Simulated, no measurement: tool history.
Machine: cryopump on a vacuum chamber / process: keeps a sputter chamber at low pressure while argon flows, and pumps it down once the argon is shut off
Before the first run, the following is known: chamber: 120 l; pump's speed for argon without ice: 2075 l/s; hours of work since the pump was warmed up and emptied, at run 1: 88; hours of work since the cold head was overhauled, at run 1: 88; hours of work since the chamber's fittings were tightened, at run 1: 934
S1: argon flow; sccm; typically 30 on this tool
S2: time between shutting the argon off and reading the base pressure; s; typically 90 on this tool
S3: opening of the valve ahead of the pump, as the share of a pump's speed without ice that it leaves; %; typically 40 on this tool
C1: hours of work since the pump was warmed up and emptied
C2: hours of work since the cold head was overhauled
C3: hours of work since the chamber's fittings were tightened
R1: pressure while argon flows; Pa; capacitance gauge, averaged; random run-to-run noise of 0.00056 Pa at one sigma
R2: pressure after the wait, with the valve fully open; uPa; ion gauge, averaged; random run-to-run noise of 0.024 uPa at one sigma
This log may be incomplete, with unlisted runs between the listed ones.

| run | hour | S1 | S2 | S3 | C1 | C2 | C3 | R1 | R2 |
|---|---|---|---|---|---|---|---|---|---|
| 1 | 0 | 30 | 90 | 40 | 88 | 88 | 934 | 0.0615 | 1.65 |
| 2 | 15.1 | 39 | 90 | 40 | 96 | 96 | 942 | 0.0812 | 1.59 |
| 3 | 27.1 | 39 | 90 | 40 | 103 | 103 | 949 | 0.0808 | 1.65 |
| 4 | 34.2 | 39 | 90 | 40 | 107 | 107 | 953 | 0.0804 | 1.65 |
| 5 | 44.1 | 30 | 24 | 40 | 113 | 113 | 959 | 0.0636 | 3.59 |
| 6 | 55.1 | 30 | 90 | 40 | 119 | 119 | 965 | 0.0624 | 1.66 |
| 7 | 68.8 | 30 | 90 | 40 | 127 | 127 | 973 | 0.062 | 1.58 |
| 8 | 78.9 | 30 | 90 | 40 | 133 | 133 | 979 | 0.0636 | 1.6 |
| 9 | 94.1 | 30 | 90 | 40 | 141 | 141 | 987 | 0.0619 | 1.62 |
| 10 | 106.3 | 30 | 90 | 50 | 148 | 148 | 994 | 0.05 | 1.67 |
| 11 | 120.8 | 30 | 90 | 50 | 156 | 156 | 1002 | 0.0507 | 1.7 |
| 12 | 127.8 | 30 | 90 | 50 | 160 | 160 | 1006 | 0.0501 | 1.62 |
| 13 | 138.5 | 30 | 90 | 50 | 167 | 167 | 1012 | 0.0512 | 1.7 |
| 14 | 150 | 30 | 21 | 40 | 173 | 173 | 1019 | 0.0641 | 3.93 |
| 15 | 165.3 | 15 | 90 | 40 | 182 | 182 | 1028 | 0.0313 | 1.75 |
| 16 | 175.8 | 30 | 90 | 40 | 188 | 188 | 1034 | 0.063 | 1.69 |
| 17 | 184.4 | 42 | 276 | 23 | 193 | 193 | 1039 | 0.1505 | 1.2 |
| 18 | 190.9 | 42 | 276 | 23 | 196 | 196 | 1042 | 0.1512 | 1.22 |
| 19 | 202.8 | 42 | 276 | 23 | 203 | 203 | 1049 | 0.1512 | 1.28 |
| 20 | 217.2 | 15 | 71 | 42 | 211 | 211 | 1057 | 0.029 | 1.95 |
| 21 | 225.9 | 40 | 46 | 50 | 216 | 216 | 1062 | 0.0676 | 2.42 |
| 22 | 239.2 | 24 | 169 | 28 | 224 | 224 | 1070 | 0.0704 | 1.43 |
| 23 | 254.7 | 24 | 169 | 28 | 233 | 233 | 1079 | 0.072 | 1.46 |
| 24 | 267.9 | 42 | 114 | 21 | 240 | 240 | 1086 | 0.1659 | 1.6 |
| 25 | 277.4 | 42 | 114 | 21 | 246 | 246 | 1091 | 0.1667 | 1.63 |
| 26 | 283.9 | 30 | 280 | 40 | 249 | 249 | 1095 | 0.0632 | 1.32 |
| 27 | 292.3 | 12 | 50 | 40 | 254 | 254 | 1100 | 0.0253 | 2.31 |
| 28 | 303.6 | 54 | 295 | 41 | 260 | 260 | 1106 | 0.1119 | 1.32 |
| 29 | 312.7 | 58 | 130 | 24 | 266 | 266 | 1111 | 0.2018 | 1.55 |
| 30 | 320.8 | 58 | 130 | 24 | 270 | 270 | 1116 | 0.2014 | 1.59 |
| 31 | 329.4 | 20 | 33 | 24 | 275 | 275 | 1121 | 0.0702 | 3.02 |
| 32 | 340.1 | 30 | 90 | 57 | 281 | 281 | 1127 | 0.0448 | 1.78 |

Each row is a separate what-if for the run after 32, all from the same tool condition, not one after another. Results?
| A | 352.1 | 22 | 67 | 17 | 288 | 288 | 1134 | ? | ? |
| B | 352.1 | 28 | 86 | 34 | 288 | 288 | 1134 | ? | ? |
| C | 352.1 | 49 | 90 | 40 | 288 | 288 | 1134 | ? | ? |

| run | R1 | R2 |
|---|---|---|
| A | 0.1068 | 2 |
| B | 0.0687 | 1.86 |
| C | 0.1037 | 1.83 |
Had the tool no hidden state, the same runs would have come out as:
| run | R1 | R2 |
|---|---|---|
| A | 0.1049 | 1.04 |
| B | 0.0663 | 0.88 |
| C | 0.0995 | 0.83 |

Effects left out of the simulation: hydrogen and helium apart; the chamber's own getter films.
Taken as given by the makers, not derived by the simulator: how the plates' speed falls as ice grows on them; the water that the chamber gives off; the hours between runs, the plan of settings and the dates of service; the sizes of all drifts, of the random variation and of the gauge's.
